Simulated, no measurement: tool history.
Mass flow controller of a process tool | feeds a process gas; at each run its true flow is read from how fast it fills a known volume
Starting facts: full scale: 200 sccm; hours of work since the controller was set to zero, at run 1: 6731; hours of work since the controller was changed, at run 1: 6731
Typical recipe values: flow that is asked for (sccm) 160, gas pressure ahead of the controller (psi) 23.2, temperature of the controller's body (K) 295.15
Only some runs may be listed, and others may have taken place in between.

run    hour  flow that is asked for (sccm)  gas pressure ahead of the controller (psi)  temperature of the controller's body (K)  hours of work since the controller was set to zero  hours of work since the controller was changed  true flow (%)
  1     0.0                            160                                        23.2                                    295.15                                                6731                                            6731         100.03
  2   262.2                            160                                        23.2                                    295.15                                                6815                                            6815         100.06
  3   540.6                            160                                        23.2                                    295.15                                                6904                                            6904         100.06
  4  1057.1                            160                                        23.2                                    295.15                                                7069                                            7069         100.08
  5  1309.4                             24                                        23.2                                    295.15                                                7149                                            7149          98.25
  6  1548.3                             24                                        23.2                                    295.15                                                7225                                            7225          98.19
  7  1908.3                             24                                        23.2                                    295.15                                                7340                                            7340          98.18
  8  2217.9                             24                                        23.2                                    295.15                                                7439                                            7439          98.28
  9  2450.7                             24                                        21.6                                    309.15                                                7513                                            7513          96.73
 10  2858.3                            160                                        23.5                                    309.15                                                7643                                            7643          98.53

Run 11 has not been measured yet. What should we expect?
 11  3151.1                            160                                        23.5                                    309.15                                                7737                                            7737              ?

Run 11 came out at true flow (%) 98.42.
Minus the tool's unlogged condition, the same run would have read true flow (%) 98.41.
